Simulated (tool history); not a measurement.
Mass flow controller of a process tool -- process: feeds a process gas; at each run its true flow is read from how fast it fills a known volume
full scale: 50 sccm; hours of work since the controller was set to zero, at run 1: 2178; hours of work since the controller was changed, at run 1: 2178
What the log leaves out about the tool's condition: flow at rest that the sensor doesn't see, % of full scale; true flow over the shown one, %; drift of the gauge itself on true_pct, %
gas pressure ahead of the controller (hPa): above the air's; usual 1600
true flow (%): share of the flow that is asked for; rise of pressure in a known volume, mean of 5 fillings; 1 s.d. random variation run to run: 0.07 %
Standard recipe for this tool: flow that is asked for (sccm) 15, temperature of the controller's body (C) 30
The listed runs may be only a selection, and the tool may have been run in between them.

run,day,flow that is asked for (sccm),gas pressure ahead of the controller (hPa),temperature of the controller's body (C),hours of work since the controller was set to zero,hours of work since the controller was changed,true flow (%)
1,0.000,15,1600,30,2178,2178,98.18
2,11.821,15,2660,30,2371,2371,98.37
3,18.279,15,1710,30,2477,2477,98.07
4,24.017,15,1710,30,2570,2570,97.96
5,32.933,15,1600,30,2716,2716,97.98
6,39.667,15,1600,30,2826,2826,97.99
7,46.008,15,1600,30,2929,2929,97.86
8,56.604,15,1600,30,3102,3102,97.87
9,63.742,15,1600,30,3218,3218,97.79
10,68.950,15,1600,30,3303,3303,97.86
11,76.342,15,1600,22,3424,3424,97.45
12,86.442,15,1660,30,3589,3589,97.78
13,95.771,15,1600,24,3741,3741,97.42
14,107.054,15,1600,24,3925,3925,97.45
15,113.325,15,1600,24,4027,4027,97.29
16,124.717,15,1600,24,4213,4213,97.38
17,133.875,15,1600,24,4363,4363,97.33
18,143.708,15,1600,24,4523,4523,97.10
19,152.108,15,1600,30,4660,4660,97.27
20,164.138,15,1620,30,4857,4857,97.12
# day 165.325: controller's zero set anew
21,174.175,15,1620,30,144,5020,96.56
22,182.946,15,1620,30,288,5163,96.42
23,188.550,15,1620,30,379,5255,96.30
# day 192.838: controller's zero set anew, once more
24,195.429,15,1620,30,42,5366,99.59
25,207.600,11,2520,32,241,5565,99.50
26,213.175,25,2530,34,332,5656,100.24
27,219.125,25,2530,34,429,5753,100.19
28,229.746,25,2530,34,602,5926,100.15
29,240.200,26,2180,28,773,6097,99.87
30,250.504,18,2180,37,941,6265,99.68
31,257.875,22,2180,39,1061,6385,100.02
32,263.821,31,2160,38,1158,6482,100.17
33,269.096,31,1660,27,1244,6568,99.89
34,281.058,31,1950,21,1440,6764,99.84
35,288.921,10,2320,29,1568,6892,98.65
36,300.638,10,2320,29,1759,7083,98.46
37,313.271,19,2290,28,1965,7289,99.40
38,323.271,13,1600,30,2128,7452,98.77
39,334.079,13,1600,30,2305,7629,98.54
40,339.512,7,1600,23,2393,7717,96.94
41,351.458,11,2060,24,2588,7912,97.98
42,358.388,11,2060,24,2701,8025,97.93
43,369.696,15,1950,30,2886,8210,98.67
44,381.142,32,2580,29,3073,8397,100.01
45,387.038,32,2580,29,3169,8493,100.09
46,398.738,32,2580,29,3360,8684,100.00
47,408.283,32,2580,29,3515,8840,100.00

Branching from run 47: 3 alternative next runs. What would each branch give?
A,415.338,7,1600,24,3631,8955,?
B,415.338,15,2010,30,3631,8955,?
C,415.338,15,1520,30,3631,8955,?

run,true flow (%)
A,95.78
B,98.45
C,98.18
Without the tool's hidden state the same runs would have given:
run,true flow (%)
A,98.54
B,99.08
C,98.81
